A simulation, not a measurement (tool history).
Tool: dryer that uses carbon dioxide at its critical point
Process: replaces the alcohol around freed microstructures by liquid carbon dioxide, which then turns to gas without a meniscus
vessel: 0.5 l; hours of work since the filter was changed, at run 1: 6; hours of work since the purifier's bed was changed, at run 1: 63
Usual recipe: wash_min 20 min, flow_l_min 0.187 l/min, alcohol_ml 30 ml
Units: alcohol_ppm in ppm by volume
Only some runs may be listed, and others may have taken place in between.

run,hour,wash_min,flow_l_min,alcohol_ml,hours of work since the filter was changed,hours of work since the purifier's bed was changed,alcohol_ppm
1,0.0,20,0.187,30,6,63,177
2,8.6,20,0.187,30,10,67,186
3,21.8,20,0.187,30,17,74,196
4,31.9,20,0.187,30,23,80,191
5,47.4,20,0.187,30,31,88,196
6,59.5,20,0.187,30,37,94,210
7,77.1,20,0.187,30,47,104,206
8,86.3,20,0.187,30,52,108,204
9,99.0,20,0.187,30,58,115,216
10,117.1,20,0.187,30,68,125,221
11,137.8,20,0.187,100,79,136,640
12,148.8,20,0.187,100,85,142,659
13,158.4,20,0.187,100,90,147,666
14,177.8,20,0.187,77,100,157,542
15,188.2,20,0.187,77,105,162,555
16,199.6,22,0.166,97,111,168,783
17,218.4,20,0.190,29,121,178,250
18,230.8,20,0.190,34,128,185,272
19,239.7,31,0.262,104,133,190,83
20,253.5,31,0.262,34,140,197,81
21,268.3,31,0.262,94,148,205,85
22,288.3,31,0.262,94,158,215,87
23,309.2,23,0.257,94,169,226,100
24,323.5,23,0.156,94,177,234,991
25,339.7,14,0.187,25,186,242,1094
26,353.7,13,0.194,30,193,250,1481

Each row is a separate what-if for the run after 26, all from the same tool condition, not one after another. Results?
A,371.1,20,0.128,30,202,259,?
B,371.1,20,0.265,21,202,259,?
C,371.1,31,0.202,71,202,259,?

run,alcohol_ppm
A,1550
B,126
C,118
Had the tool no hidden state, the same runs would have come out as:
run,alcohol_ppm
A,1086
B,22
C,15
